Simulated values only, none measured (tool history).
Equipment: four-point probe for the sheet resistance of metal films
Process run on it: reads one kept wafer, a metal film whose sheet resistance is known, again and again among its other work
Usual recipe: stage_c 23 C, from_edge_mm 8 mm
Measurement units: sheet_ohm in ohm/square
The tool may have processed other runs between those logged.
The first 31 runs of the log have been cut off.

run,hour,stage_c,from_edge_mm,touches since the probe head was changed,hours of work since the stage's thermometer was calibrated,sheet_ohm
32,477.5,23,8,23587,2154,3.150313
33,497.5,33,39,24353,2169,3.109405
34,516.2,33,39,25069,2183,3.108888
35,527,25,8,25484,2192,3.147085
36,541.3,32,70,26032,2202,3.109749
37,556.4,21,8,26609,2214,3.152872
38,573.8,33,62,27279,2227,3.10839
39,589.3,33,62,27873,2238,3.107497
40,606.5,28,14,28529,2251,3.123859
41,621.3,21,35,29099,2262,3.127285
42,639,28,8,29777,2276,3.141519
43,653,28,8,30312,2286,3.141881
44,675.9,28,8,31189,2303,3.140717

What if the next run were any one of these 4? Each begins from the tool's condition after run 44:
A,696.8,21,3,31991,2319,?
B,696.8,24,9,31991,2319,?
C,696.8,28,12,31991,2319,?
D,696.8,19,17,31991,2319,?

run,sheet_ohm
A,3.300374
B,3.140546
C,3.126113
D,3.134179
Without the tool's hidden state the same runs would have given:
run,sheet_ohm
A,3.302472
B,3.142603
C,3.128206
D,3.136176

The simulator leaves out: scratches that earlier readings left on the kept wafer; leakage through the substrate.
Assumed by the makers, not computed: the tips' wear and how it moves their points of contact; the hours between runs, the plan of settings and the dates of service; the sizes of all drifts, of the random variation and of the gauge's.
